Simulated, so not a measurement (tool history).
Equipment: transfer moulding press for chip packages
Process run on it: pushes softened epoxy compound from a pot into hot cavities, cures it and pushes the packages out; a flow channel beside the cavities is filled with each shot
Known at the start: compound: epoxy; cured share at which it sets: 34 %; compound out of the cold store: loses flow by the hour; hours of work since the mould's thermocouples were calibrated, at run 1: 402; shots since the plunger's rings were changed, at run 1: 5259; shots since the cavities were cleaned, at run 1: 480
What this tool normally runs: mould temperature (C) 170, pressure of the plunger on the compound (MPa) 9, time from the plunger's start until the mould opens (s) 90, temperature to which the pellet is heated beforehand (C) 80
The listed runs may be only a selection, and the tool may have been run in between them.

run	hour	mould temperature (C)	pressure of the plunger on the compound (MPa)	time from the plunger's start until the mould opens (s)	temperature to which the pellet is heated beforehand (C)	hours of work since the mould's thermocouples were calibrated	shots since the plunger's rings were changed	shots since the cavities were cleaned	incoming compound's hours out of the cold store	length that the compound runs in the flow channel (mm)	greatest force on the pins that push the packages out (N)
1	0	170	9	90	80	402	5259	480	19.2	614	353
2	6.9	170	9	90	80	406	5338	559	17	626	349
# hour 12.4: cavities cleaned with cleaning compound and waxed
3	24.7	170	9	90	80	417	5528	143	19.5	614	284
4	38.1	170	10.52	90	80	425	5683	298	21.8	654	313
# hour 43.9: plunger's sealing rings changed
5	48.8	170	10.52	90	80	430	58	393	28.8	668	341
6	62.8	170	10.52	90	80	439	220	555	13.9	719	366
# hour 68: cavities cleaned with cleaning compound and waxed
7	73.4	170	9	90	85	445	326	63	40.4	582	256
8	83.3	170	9	90	85	452	440	177	23.6	628	282
9	92.5	170	9	90	85	457	546	283	37.5	588	305
10	103.7	170	9	90	85	465	677	414	47	555	323
11	116.6	170	9	90	80	473	825	562	33	606	352
# hour 121.1: cavities cleaned with cleaning compound and waxed
12	131.9	170	9	90	80	482	986	125	35.1	588	257
13	143.2	170	9	90	80	489	1117	256	46.3	559	290
14	151.8	170	9	90	80	494	1216	355	36.4	590	326
15	160.1	170	9	90	87	499	1312	451	35	595	333
16	168.7	170	8.47	90	87	505	1412	551	11.7	653	359
# hour 174.3: cavities cleaned with cleaning compound and waxed
17	177.4	170	8.47	117	87	510	1495	36	46.7	535	217
18	186.8	165	8.47	83	87	516	1604	145	37.3	576	411
# hour 193.6: mould's thermocouples calibrated
19	201.1	166	9.99	118	84	5	1747	288	34.7	630	268

For run 20, what comes out?
20	208.6	166	9.99	118	84	10	1834	375	30.2	?	?

length that the compound runs in the flow channel (mm): 656
greatest force on the pins that push the packages out (N): 285
With the hidden condition absent and the run-to-run variation left alone, this run would have shown length that the compound runs in the flow channel (mm) 670, greatest force on the pins that push the packages out (N) 214.

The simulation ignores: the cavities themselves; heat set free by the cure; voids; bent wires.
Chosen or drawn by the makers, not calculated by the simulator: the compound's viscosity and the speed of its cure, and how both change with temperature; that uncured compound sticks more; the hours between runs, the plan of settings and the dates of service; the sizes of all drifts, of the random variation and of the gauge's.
